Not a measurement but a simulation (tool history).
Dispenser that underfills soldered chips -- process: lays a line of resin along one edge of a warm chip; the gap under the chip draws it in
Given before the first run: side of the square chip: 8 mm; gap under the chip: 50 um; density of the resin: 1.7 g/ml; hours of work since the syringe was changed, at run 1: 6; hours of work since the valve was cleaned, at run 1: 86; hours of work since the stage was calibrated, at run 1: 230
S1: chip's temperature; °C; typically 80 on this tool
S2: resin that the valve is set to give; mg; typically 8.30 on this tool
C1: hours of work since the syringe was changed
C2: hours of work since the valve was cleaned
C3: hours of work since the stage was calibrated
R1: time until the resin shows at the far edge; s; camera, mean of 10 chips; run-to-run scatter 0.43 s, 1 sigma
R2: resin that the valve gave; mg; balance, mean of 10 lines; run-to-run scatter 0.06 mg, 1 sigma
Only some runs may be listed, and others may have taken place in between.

{"run": 1, "hour": 0.0, "S1": 80, "S2": 8.3, "C1": 6, "C2": 86, "C3": 230, "R1": 43.9, "R2": 7.71}
{"hour": 6.6, "done": "new syringe of resin"}
{"run": 2, "hour": 12.4, "S1": 80, "S2": 8.3, "C1": 4, "C2": 95, "C3": 239, "R1": 40.1, "R2": 7.53}
{"hour": 21.7, "done": "new syringe of resin"}
{"run": 3, "hour": 24.0, "S1": 80, "S2": 8.3, "C1": 2, "C2": 103, "C3": 247, "R1": 34.0, "R2": 7.59}
{"run": 4, "hour": 34.7, "S1": 80, "S2": 8.3, "C1": 10, "C2": 111, "C3": 255, "R1": 53.2, "R2": 7.35}
{"hour": 37.0, "done": "new syringe of resin"}
{"run": 5, "hour": 43.9, "S1": 80, "S2": 8.3, "C1": 5, "C2": 118, "C3": 262, "R1": 41.6, "R2": 7.45}
{"run": 6, "hour": 51.1, "S1": 80, "S2": 8.3, "C1": 11, "C2": 123, "C3": 267, "R1": 53.7, "R2": 7.32}
{"hour": 52.2, "done": "new syringe of resin"}
{"hour": 55.1, "done": "dispensing valve cleaned and set on the balance"}
{"run": 7, "hour": 63.1, "S1": 80, "S2": 8.3, "C1": 7, "C2": 6, "C3": 275, "R1": 44.6, "R2": 8.33}
{"hour": 67.9, "done": "new syringe of resin"}
{"run": 8, "hour": 75.2, "S1": 80, "S2": 8.3, "C1": 5, "C2": 15, "C3": 284, "R1": 41.4, "R2": 8.16}
{"hour": 82.6, "done": "new syringe of resin"}
{"run": 9, "hour": 82.7, "S1": 80, "S2": 8.58, "C1": 0, "C2": 20, "C3": 289, "R1": 31.1, "R2": 8.4}
{"run": 10, "hour": 88.4, "S1": 80, "S2": 7.13, "C1": 4, "C2": 24, "C3": 294, "R1": 40.4, "R2": 7.06}
{"hour": 97.3, "done": "new syringe of resin"}
{"run": 11, "hour": 97.9, "S1": 80, "S2": 7.13, "C1": 0, "C2": 31, "C3": 300, "R1": 34.3, "R2": 6.95}
{"run": 12, "hour": 111.2, "S1": 80, "S2": 7.13, "C1": 10, "C2": 41, "C3": 310, "R1": 57.5, "R2": 6.88}
{"hour": 112.3, "done": "new syringe of resin"}
{"run": 13, "hour": 119.4, "S1": 80, "S2": 7.97, "C1": 5, "C2": 47, "C3": 316, "R1": 42.2, "R2": 7.6}
{"hour": 127.0, "done": "new syringe of resin"}
{"run": 14, "hour": 131.1, "S1": 80, "S2": 7.97, "C1": 3, "C2": 56, "C3": 325, "R1": 36.9, "R2": 7.6}
{"hour": 141.6, "done": "new syringe of resin"}
{"run": 15, "hour": 141.7, "S1": 80, "S2": 7.97, "C1": 0, "C2": 63, "C3": 332, "R1": 32.1, "R2": 7.63}
{"run": 16, "hour": 151.7, "S1": 82, "S2": 7.53, "C1": 8, "C2": 71, "C3": 340, "R1": 44.4, "R2": 6.95}
{"hour": 156.8, "done": "new syringe of resin"}
{"run": 17, "hour": 163.2, "S1": 82, "S2": 7.53, "C1": 5, "C2": 79, "C3": 348, "R1": 39.4, "R2": 6.93}
{"hour": 171.7, "done": "new syringe of resin"}
{"run": 18, "hour": 176.2, "S1": 70, "S2": 7.11, "C1": 3, "C2": 88, "C3": 358, "R1": 52.8, "R2": 6.47}
{"run": 19, "hour": 185.4, "S1": 69, "S2": 8.28, "C1": 10, "C2": 95, "C3": 364, "R1": 74.6, "R2": 7.47}
{"hour": 186.3, "done": "new syringe of resin"}
{"run": 20, "hour": 197.9, "S1": 69, "S2": 9.42, "C1": 9, "C2": 104, "C3": 374, "R1": 68.8, "R2": 8.52}
{"hour": 201.1, "done": "new syringe of resin"}
{"run": 21, "hour": 206.0, "S1": 71, "S2": 9.05, "C1": 4, "C2": 110, "C3": 379, "R1": 49.6, "R2": 8.2}
{"run": 22, "hour": 214.2, "S1": 84, "S2": 8.3, "C1": 10, "C2": 116, "C3": 385, "R1": 48.2, "R2": 7.34}
{"hour": 215.7, "done": "new syringe of resin"}
{"run": 23, "hour": 224.9, "S1": 88, "S2": 8.47, "C1": 7, "C2": 124, "C3": 393, "R1": 37.1, "R2": 7.43}

5 options for the next run, each taken on its own from the tool as it stands now. Forecast them:
{"hour": 227.8, "done": "dispensing valve cleaned and set on the balance"}
{"hour": 231.8, "done": "new syringe of resin"}
{"run": "A", "hour": 237.2, "S1": 80, "S2": 8.47, "C1": 4, "C2": 7, "C3": 401, "R1": "?", "R2": "?"}
{"hour": 227.8, "done": "dispensing valve cleaned and set on the balance"}
{"hour": 231.8, "done": "new syringe of resin"}
{"run": "B", "hour": 237.2, "S1": 80, "S2": 7.57, "C1": 4, "C2": 7, "C3": 401, "R1": "?", "R2": "?"}
{"hour": 227.8, "done": "dispensing valve cleaned and set on the balance"}
{"hour": 231.8, "done": "new syringe of resin"}
{"run": "C", "hour": 237.2, "S1": 92, "S2": 7.23, "C1": 4, "C2": 7, "C3": 401, "R1": "?", "R2": "?"}
{"hour": 227.8, "done": "dispensing valve cleaned and set on the balance"}
{"hour": 231.8, "done": "new syringe of resin"}
{"run": "D", "hour": 237.2, "S1": 83, "S2": 7.93, "C1": 4, "C2": 7, "C3": 401, "R1": "?", "R2": "?"}
{"hour": 227.8, "done": "dispensing valve cleaned and set on the balance"}
{"hour": 231.8, "done": "new syringe of resin"}
{"run": "E", "hour": 237.2, "S1": 88, "S2": 10.65, "C1": 4, "C2": 7, "C3": 401, "R1": "?", "R2": "?"}

run=A R1=39.4 R2=8.40
run=B R1=40.1 R2=7.48
run=C R1=28.9 R2=7.12
run=D R1=36.1 R2=7.83
run=E R1=31.7 R2=10.50
What these runs would have given with no unlogged condition in the tool:
run=A R1=30.5 R2=8.47
run=B R1=31.0 R2=7.53
run=C R1=22.3 R2=7.17
run=D R1=27.9 R2=7.89
run=E R1=24.7 R2=10.58
